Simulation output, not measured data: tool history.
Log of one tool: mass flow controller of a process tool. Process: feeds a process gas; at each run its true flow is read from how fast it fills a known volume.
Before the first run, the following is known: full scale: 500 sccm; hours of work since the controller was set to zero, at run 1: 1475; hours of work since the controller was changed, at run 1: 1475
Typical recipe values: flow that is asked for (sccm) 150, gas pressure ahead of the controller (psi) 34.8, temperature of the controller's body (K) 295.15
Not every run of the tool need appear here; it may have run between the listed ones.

run	hour	flow that is asked for (sccm)	gas pressure ahead of the controller (psi)	temperature of the controller's body (K)	hours of work since the controller was set to zero	hours of work since the controller was changed	true flow (%)
1	0	150	34.8	295.15	1475	1475	97.59
2	76.8	150	34.8	307.15	1525	1525	98.56
3	113.7	150	34.8	295.15	1550	1550	97.42
4	174.5	150	34.8	295.15	1590	1590	97.37
5	232	150	34.8	295.15	1627	1627	97.37
6	297.6	150	34.8	295.15	1671	1671	97.25
7	377.5	150	34.8	295.15	1723	1723	97.26
8	441.9	150	34.8	295.15	1765	1765	97.16
9	491.3	150	34.8	298.15	1798	1798	97.56
10	528.8	150	34.8	298.15	1823	1823	97.41
11	571.3	150	34.8	298.15	1851	1851	97.43
12	607.1	150	34.8	298.15	1874	1874	97.43
13	672.6	150	34.8	298.15	1917	1917	97.37
14	729.4	150	34.8	305.15	1954	1954	97.91
15	776.4	150	34.8	305.15	1985	1985	97.81
16	815.2	150	26.8	295.15	2011	2011	96.96
17	879.8	150	26.8	295.15	2053	2053	96.77
18	930.4	150	23.6	304.15	2087	2087	97.7
19	979.6	150	23.6	304.15	2119	2119	97.66
20	1054.3	150	24.2	295.15	2168	2168	96.79
21	1087.2	150	24.2	295.15	2190	2190	96.72
22	1144.2	172	34.8	295.15	2227	2227	96.86
23	1181.8	229	25.2	293.15	2252	2252	97.33
24	1255.1	180	30.6	302.15	2300	2300	97.59
25	1333.2	201	35.8	295.15	2351	2351	97.02
26	1399.9	150	22.9	309.15	2395	2395	97.88
27	1456.6	150	22.9	309.15	2432	2432	97.81
28	1492.7	150	34.8	310.15	2456	2456	97.78
29	1535.5	150	39.7	295.15	2484	2484	96.21
30	1604.1	150	39.7	295.15	2529	2529	96.14
31	1666.9	150	35.5	301.15	2571	2571	96.81

Forecast each of these 3 alternatives for the next run:
A	1708.5	55	36.7	304.15	2598	2598	?
B	1708.5	438	34.8	295.15	2598	2598	?
C	1708.5	150	38	301.15	2598	2598	?

run	true flow (%)
A	92.89
B	98.01
C	96.67
Stripped of hidden state, with their random variation kept, the same runs would have yielded:
run	true flow (%)
A	99.81
B	99.53
C	99.68
